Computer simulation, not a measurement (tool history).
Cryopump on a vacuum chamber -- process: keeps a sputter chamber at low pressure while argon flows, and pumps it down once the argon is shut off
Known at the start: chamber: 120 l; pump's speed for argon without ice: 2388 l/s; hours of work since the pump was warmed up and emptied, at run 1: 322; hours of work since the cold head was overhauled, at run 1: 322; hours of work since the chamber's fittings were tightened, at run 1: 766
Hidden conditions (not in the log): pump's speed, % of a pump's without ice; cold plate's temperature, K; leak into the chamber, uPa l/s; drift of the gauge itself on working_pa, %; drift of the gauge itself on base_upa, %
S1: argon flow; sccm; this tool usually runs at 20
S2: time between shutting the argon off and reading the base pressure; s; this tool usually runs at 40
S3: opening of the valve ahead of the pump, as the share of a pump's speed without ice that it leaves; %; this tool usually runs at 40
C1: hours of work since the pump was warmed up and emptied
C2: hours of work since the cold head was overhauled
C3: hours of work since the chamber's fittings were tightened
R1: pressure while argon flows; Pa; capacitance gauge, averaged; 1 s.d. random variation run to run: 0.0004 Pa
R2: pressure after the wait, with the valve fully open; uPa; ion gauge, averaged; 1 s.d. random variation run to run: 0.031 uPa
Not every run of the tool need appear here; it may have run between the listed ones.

run	hour	S1	S2	S3	C1	C2	C3	R1	R2
1	0	20	40	40	322	322	766	0.0386	2.53
2	31.6	20	40	40	349	349	792	0.039	2.61
3	57.8	20	40	40	371	371	814	0.0392	2.63
4	76.5	20	40	18	386	386	830	0.0835	2.61
5	113.8	20	40	18	418	418	861	0.0823	2.7
6	135.5	20	40	55	436	436	879	0.0299	2.66
7	162.5	20	40	55	458	458	902	0.0304	2.75
8	180.7	20	40	55	474	474	917	0.0308	2.84
9	213.2	20	40	55	501	501	945	0.031	2.8
10	238	20	40	58	522	522	966	0.0292	2.84
11	271.7	34	67	22	550	550	994	0.119	2.4
12	303.2	34	67	22	577	577	1020	0.119	2.43
13	325.8	34	67	22	596	596	1039	0.1199	2.45
14	354.1	11	56	22	619	619	1063	0.0384	2.69
15	390.9	28	40	19	650	650	1094	0.1149	3.19
16	425	9	40	40	679	679	1123	0.019	3.26
# hour 432.5: pump warmed up, emptied and cooled again
17	459.9	15	64	30	23	704	1148	0.036	2.13
# hour 468.8: leaking fittings of the chamber tightened, without venting
18	478.8	15	64	30	37	718	8	0.0357	1.07
19	498.8	16	64	49	54	735	25	0.0239	1.12
20	532.9	16	64	49	83	764	54	0.0241	1.11

Entry by entry between the runs, the difference in hidden state between the last listed run before and the first listed run after:
Run 16 -> run 17: pump warmed up, emptied and cooled again (hour 432.5)
  pump's speed, % of a pump's without ice: 65.9 -> 98.2; leak into the chamber, uPa l/s: 2757 -> 2808
  measured result minus the result with no hidden state, R1: +0.0034 -> +0.0003 Pa; R2: +1.64 -> +1.09 uPa
Run 17 -> run 18: leaking fittings of the chamber tightened, without venting (hour 468.8)
  pump's speed, % of a pump's without ice: 98.2 -> 97.4; cold plate's temperature, K: 12.55 -> 12.56; leak into the chamber, uPa l/s: 2808 -> 338
  measured result minus the result with no hidden state, R1: +0.0003 -> +0.0004 Pa; R2: +1.09 -> +0.02 uPa
